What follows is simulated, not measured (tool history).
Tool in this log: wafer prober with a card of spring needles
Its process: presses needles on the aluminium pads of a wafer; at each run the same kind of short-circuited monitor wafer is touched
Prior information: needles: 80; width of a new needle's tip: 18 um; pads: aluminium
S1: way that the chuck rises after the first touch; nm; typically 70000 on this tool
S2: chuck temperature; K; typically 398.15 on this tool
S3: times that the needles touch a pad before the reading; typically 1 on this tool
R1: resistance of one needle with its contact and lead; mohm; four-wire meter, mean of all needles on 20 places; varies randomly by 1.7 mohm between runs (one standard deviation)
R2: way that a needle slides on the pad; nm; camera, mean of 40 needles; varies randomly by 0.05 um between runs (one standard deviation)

Run 1, hour 0.0: usual settings. Result: R1 203 mohm, R2 19380 nm.
At hour 4.3: tips cleaned on abrasive film.
At hour 12.5: tips cleaned on abrasive film.
Run 2, hour 12.7: usual settings. Result: R1 173 mohm, R2 19250 nm.
At hour 19.5: tips cleaned on abrasive film.
At hour 27.1: tips cleaned on abrasive film.
Run 3, hour 28.3: usual settings. Result: R1 187 mohm, R2 19350 nm.
At hour 34.5: tips cleaned on abrasive film.
Run 4, hour 38.0: usual settings. Result: R1 204 mohm, R2 19270 nm.
At hour 41.7: tips cleaned on abrasive film.
At hour 49.2: tips cleaned on abrasive film.
Run 5, hour 52.4: usual settings. Result: R1 204 mohm, R2 19180 nm.
At hour 56.3: tips cleaned on abrasive film.
At hour 63.6: tips cleaned on abrasive film.
Run 6, hour 64.9: usual settings. Result: R1 192 mohm, R2 19250 nm.
At hour 70.8: tips cleaned on abrasive film.
Run 7, hour 76.3: usual settings. Result: R1 225 mohm, R2 19260 nm.
At hour 77.7: tips cleaned on abrasive film.
At hour 84.7: tips cleaned on abrasive film.
At hour 91.9: tips cleaned on abrasive film.
Run 8, hour 91.9: usual settings. Result: R1 173 mohm, R2 19020 nm.
At hour 99.4: tips cleaned on abrasive film.
Run 9, hour 104.2: usual settings. Result: R1 226 mohm, R2 19030 nm.
At hour 106.4: tips cleaned on abrasive film.
At hour 114.0: tips cleaned on abrasive film.
Run 10, hour 120.3: usual settings. Result: R1 231 mohm, R2 19040 nm.
At hour 121.2: tips cleaned on abrasive film.
At hour 128.9: tips cleaned on abrasive film.
Run 11, hour 130.4: usual settings. Result: R1 191 mohm, R2 19050 nm.
At hour 136.9: tips cleaned on abrasive film.
Run 12, hour 140.7: usual settings. Result: R1 213 mohm, R2 18960 nm.
At hour 144.6: tips cleaned on abrasive film.
At hour 152.2: tips cleaned on abrasive film.
At hour 158.6: height of the first contact set anew.
Run 13, hour 158.6: usual settings. Result: R1 227 mohm, R2 19400 nm.
At hour 160.2: tips cleaned on abrasive film.
At hour 167.8: tips cleaned on abrasive film.
Run 14, hour 167.8: usual settings but S2 306.15 K. Result: R1 155 mohm, R2 19350 nm.
At hour 175.9: tips cleaned on abrasive film.
Run 15, hour 179.1: usual settings but S2 354.15 K. Result: R1 207 mohm, R2 19430 nm.
At hour 183.3: tips cleaned on abrasive film.
At hour 190.8: tips cleaned on abrasive film.
Run 16, hour 191.2: usual settings but S2 354.15 K. Result: R1 172 mohm, R2 19380 nm.

Forecast run 17:
At hour 198.3: tips cleaned on abrasive film.
Run 17, hour 198.7: usual settings but S2 354.15 K. Result: R1 ?, R2 ?.

Run 17 yielded R1 171 mohm, R2 19420 nm.
The same run, on a tool lacking any hidden state, would have yielded R1 158 mohm, R2 19540 nm.
